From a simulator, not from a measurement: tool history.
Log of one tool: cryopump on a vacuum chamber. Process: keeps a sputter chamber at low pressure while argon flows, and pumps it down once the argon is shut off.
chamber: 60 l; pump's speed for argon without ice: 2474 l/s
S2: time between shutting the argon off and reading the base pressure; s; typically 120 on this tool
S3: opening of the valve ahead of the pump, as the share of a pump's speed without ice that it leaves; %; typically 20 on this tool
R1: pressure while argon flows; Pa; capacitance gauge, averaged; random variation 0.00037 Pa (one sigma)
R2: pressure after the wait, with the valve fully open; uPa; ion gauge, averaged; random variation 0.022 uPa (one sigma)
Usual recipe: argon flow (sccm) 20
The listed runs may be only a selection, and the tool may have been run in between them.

run 1 day=0.000 | argon_flow_(sccm)=20 S2=120 S3=20 | R1=0.0707 R2=1.13
run 2 day=0.592 | argon_flow_(sccm)=20 S2=120 S3=20 | R1=0.0718 R2=1.19
run 3 day=1.200 | argon_flow_(sccm)=20 S2=120 S3=20 | R1=0.0713 R2=1.18
run 4 day=2.000 | argon_flow_(sccm)=20 S2=120 S3=53 | R1=0.0288 R2=1.20
run 5 day=2.450 | argon_flow_(sccm)=20 S2=120 S3=20 | R1=0.0716 R2=1.20
run 6 day=3.271 | argon_flow_(sccm)=20 S2=120 S3=20 | R1=0.0713 R2=1.20
run 7 day=4.017 | argon_flow_(sccm)=20 S2=120 S3=20 | R1=0.0721 R2=1.28
run 8 day=4.458 | argon_flow_(sccm)=20 S2=120 S3=20 | R1=0.0721 R2=1.23
run 9 day=5.158 | argon_flow_(sccm)=20 S2=120 S3=41 | R1=0.0369 R2=1.25
run 10 day=6.046 | argon_flow_(sccm)=20 S2=120 S3=52 | R1=0.0296 R2=1.28
run 11 day=6.921 | argon_flow_(sccm)=20 S2=120 S3=34 | R1=0.0441 R2=1.25
run 12 day=7.658 | argon_flow_(sccm)=20 S2=120 S3=20 | R1=0.0725 R2=1.34
run 13 day=8.071 | argon_flow_(sccm)=20 S2=120 S3=20 | R1=0.0722 R2=1.35
run 14 day=8.546 | argon_flow_(sccm)=20 S2=120 S3=20 | R1=0.0721 R2=1.30
run 15 day=9.233 | argon_flow_(sccm)=20 S2=120 S3=20 | R1=0.0721 R2=1.32
run 16 day=9.600 | argon_flow_(sccm)=20 S2=158 S3=20 | R1=0.0727 R2=1.22
run 17 day=10.242 | argon_flow_(sccm)=20 S2=158 S3=20 | R1=0.0725 R2=1.23
run 18 day=10.992 | argon_flow_(sccm)=9 S2=120 S3=20 | R1=0.0329 R2=1.43
run 19 day=11.825 | argon_flow_(sccm)=33 S2=254 S3=29 | R1=0.0857 R2=1.14
run 20 day=12.225 | argon_flow_(sccm)=9 S2=154 S3=46 | R1=0.0153 R2=1.33
run 21 day=12.925 | argon_flow_(sccm)=9 S2=154 S3=46 | R1=0.0150 R2=1.30
run 22 day=13.704 | argon_flow_(sccm)=9 S2=154 S3=46 | R1=0.0151 R2=1.32
run 23 day=14.571 | argon_flow_(sccm)=9 S2=160 S3=35 | R1=0.0200 R2=1.39
run 24 day=15.454 | argon_flow_(sccm)=9 S2=23 S3=35 | R1=0.0201 R2=3.32
run 25 day=15.979 | argon_flow_(sccm)=9 S2=67 S3=19 | R1=0.0351 R2=1.78
run 26 day=16.625 | argon_flow_(sccm)=19 S2=37 S3=36 | R1=0.0417 R2=2.52
run 27 day=17.400 | argon_flow_(sccm)=26 S2=120 S3=20 | R1=0.0962 R2=1.48
run 28 day=17.979 | argon_flow_(sccm)=35 S2=41 S3=38 | R1=0.0731 R2=2.32
run 29 day=18.529 | argon_flow_(sccm)=20 S2=60 S3=54 | R1=0.0316 R2=2.01
run 30 day=18.975 | argon_flow_(sccm)=25 S2=60 S3=48 | R1=0.0431 R2=2.05
run 31 day=19.575 | argon_flow_(sccm)=15 S2=96 S3=48 | R1=0.0259 R2=1.68
run 32 day=20.300 | argon_flow_(sccm)=15 S2=96 S3=48 | R1=0.0261 R2=1.65
-- day=21.029 pump warmed up, emptied and cooled again
run 33 day=21.333 | argon_flow_(sccm)=19 S2=96 S3=48 | R1=0.0270 R2=1.36
run 34 day=22.088 | argon_flow_(sccm)=21 S2=23 S3=38 | R1=0.0376 R2=3.11

Here are 4 independent what-if runs from the current tool condition. What would each one return?
run A day=22.738 | argon_flow_(sccm)=10 S2=28 S3=25 | R1=? R2=?
run B day=22.738 | argon_flow_(sccm)=11 S2=120 S3=20 | R1=? R2=?
run C day=22.738 | argon_flow_(sccm)=11 S2=31 S3=27 | R1=? R2=?
run D day=22.738 | argon_flow_(sccm)=12 S2=48 S3=20 | R1=? R2=?

run=A R1=0.0274 R2=2.75
run=B R1=0.0382 R2=1.29
run=C R1=0.0280 R2=2.58
run=D R1=0.0418 R2=1.94
Take away the tool's hidden state, keep each run's random variation, and the runs would have read:
run=A R1=0.0272 R2=2.02
run=B R1=0.0379 R2=0.57
run=C R1=0.0278 R2=1.86
run=D R1=0.0415 R2=1.23
